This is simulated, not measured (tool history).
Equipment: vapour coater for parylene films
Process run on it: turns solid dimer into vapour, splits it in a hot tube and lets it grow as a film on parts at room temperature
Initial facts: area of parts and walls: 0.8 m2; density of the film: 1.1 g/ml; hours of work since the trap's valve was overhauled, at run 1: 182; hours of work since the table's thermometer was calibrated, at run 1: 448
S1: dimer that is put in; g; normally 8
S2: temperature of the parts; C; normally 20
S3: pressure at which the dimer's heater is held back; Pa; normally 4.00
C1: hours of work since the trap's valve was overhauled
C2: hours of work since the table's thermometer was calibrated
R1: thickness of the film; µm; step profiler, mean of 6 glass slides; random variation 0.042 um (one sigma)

run 1 day=0.000 | S1=8 S2=20 S3=4.00 | C1=182 C2=448 | R1=4.31
run 2 day=0.317 | S1=8 S2=20 S3=4.00 | C1=187 C2=453 | R1=4.32
run 3 day=0.704 | S1=8 S2=20 S3=4.61 | C1=194 C2=460 | R1=4.23
run 4 day=1.254 | S1=8 S2=20 S3=4.00 | C1=203 C2=469 | R1=4.18
run 5 day=1.738 | S1=8 S2=20 S3=4.00 | C1=212 C2=477 | R1=4.24
run 6 day=2.117 | S1=8 S2=20 S3=4.00 | C1=218 C2=484 | R1=4.21
run 7 day=2.483 | S1=8 S2=20 S3=8.92 | C1=224 C2=490 | R1=3.73
run 8 day=3.050 | S1=8 S2=20 S3=8.12 | C1=234 C2=499 | R1=3.75
run 9 day=3.467 | S1=8 S2=20 S3=3.33 | C1=241 C2=507 | R1=4.23
run 10 day=4.050 | S1=8 S2=20 S3=3.33 | C1=251 C2=516 | R1=4.25
run 11 day=4.329 | S1=8 S2=20 S3=5.89 | C1=256 C2=521 | R1=3.90
run 12 day=4.692 | S1=8 S2=14 S3=4.00 | C1=262 C2=527 | R1=4.82
run 13 day=5.283 | S1=9 S2=20 S3=4.00 | C1=272 C2=537 | R1=4.59
run 14 day=5.754 | S1=9 S2=20 S3=4.00 | C1=280 C2=545 | R1=4.60
run 15 day=6.271 | S1=4 S2=20 S3=4.00 | C1=289 C2=554 | R1=1.99
run 16 day=6.733 | S1=8 S2=20 S3=4.00 | C1=297 C2=562 | R1=4.11
run 17 day=7.346 | S1=8 S2=20 S3=4.00 | C1=307 C2=573 | R1=3.98
-- day=8.088 trap's valve overhauled
run 18 day=8.167 | S1=8 S2=20 S3=4.00 | C1=1 C2=584 | R1=4.67
-- day=8.254 table's thermometer calibrated
run 19 day=8.642 | S1=8 S2=15 S3=4.00 | C1=9 C2=7 | R1=5.22
run 20 day=8.962 | S1=8 S2=15 S3=4.00 | C1=14 C2=12 | R1=5.15
run 21 day=9.567 | S1=8 S2=30 S3=4.00 | C1=24 C2=22 | R1=3.48
run 22 day=10.229 | S1=8 S2=30 S3=4.00 | C1=36 C2=34 | R1=3.41
run 23 day=10.658 | S1=8 S2=20 S3=4.00 | C1=43 C2=41 | R1=4.54
run 24 day=11.104 | S1=7 S2=20 S3=7.86 | C1=51 C2=48 | R1=3.57
run 25 day=11.562 | S1=10 S2=30 S3=2.62 | C1=58 C2=56 | R1=4.49
run 26 day=11.883 | S1=12 S2=19 S3=3.97 | C1=64 C2=62 | R1=6.98
-- day=11.996 table's thermometer calibrated, once more
run 27 day=12.529 | S1=12 S2=19 S3=3.97 | C1=74 C2=9 | R1=6.83
run 28 day=13.025 | S1=4 S2=20 S3=4.00 | C1=83 C2=17 | R1=2.25
run 29 day=13.346 | S1=9 S2=20 S3=4.52 | C1=88 C2=23 | R1=4.92
run 30 day=13.821 | S1=5 S2=20 S3=3.33 | C1=96 C2=31 | R1=2.86
run 31 day=14.458 | S1=5 S2=14 S3=6.33 | C1=107 C2=42 | R1=3.08
run 32 day=15.038 | S1=6 S2=13 S3=3.91 | C1=117 C2=52 | R1=4.05
run 33 day=15.575 | S1=6 S2=13 S3=3.91 | C1=126 C2=61 | R1=4.00
run 34 day=15.883 | S1=9 S2=13 S3=4.00 | C1=131 C2=66 | R1=5.91
run 35 day=16.258 | S1=7 S2=20 S3=4.00 | C1=137 C2=72 | R1=3.87
run 36 day=16.662 | S1=8 S2=17 S3=4.23 | C1=144 C2=79 | R1=4.73
run 37 day=17.100 | S1=9 S2=20 S3=2.14 | C1=152 C2=87 | R1=5.35
run 38 day=17.612 | S1=9 S2=20 S3=2.14 | C1=160 C2=95 | R1=5.35
run 39 day=18.067 | S1=5 S2=24 S3=3.03 | C1=168 C2=103 | R1=2.52
run 40 day=18.704 | S1=5 S2=24 S3=3.03 | C1=179 C2=114 | R1=2.54
run 41 day=19.333 | S1=8 S2=20 S3=11.08 | C1=190 C2=125 | R1=3.69
run 42 day=19.712 | S1=4 S2=20 S3=11.08 | C1=196 C2=131 | R1=1.82
run 43 day=20.296 | S1=4 S2=20 S3=11.08 | C1=206 C2=141 | R1=1.85
run 44 day=20.742 | S1=8 S2=19 S3=8.50 | C1=214 C2=149 | R1=3.92
run 45 day=21.167 | S1=10 S2=19 S3=8.96 | C1=221 C2=156 | R1=4.76
run 46 day=21.667 | S1=10 S2=19 S3=8.96 | C1=229 C2=164 | R1=4.76

Consider 4 possible next runs. They are alternatives, not a sequence: every one starts from the tool as it was left by run 46. What does each give?
run A day=22.017 | S1=10 S2=19 S3=11.50 | C1=235 C2=170 | R1=?
run B day=22.017 | S1=8 S2=17 S3=8.42 | C1=235 C2=170 | R1=?
run C day=22.017 | S1=6 S2=20 S3=4.00 | C1=235 C2=170 | R1=?
run D day=22.017 | S1=7 S2=16 S3=4.00 | C1=235 C2=170 | R1=?

run=A R1=4.59
run=B R1=4.06
run=C R1=3.20
run=D R1=4.08
With the hidden condition removed and each run's random variation left untouched, the same runs would have given:
run=A R1=5.12
run=B R1=4.53
run=C R1=3.56
run=D R1=4.54

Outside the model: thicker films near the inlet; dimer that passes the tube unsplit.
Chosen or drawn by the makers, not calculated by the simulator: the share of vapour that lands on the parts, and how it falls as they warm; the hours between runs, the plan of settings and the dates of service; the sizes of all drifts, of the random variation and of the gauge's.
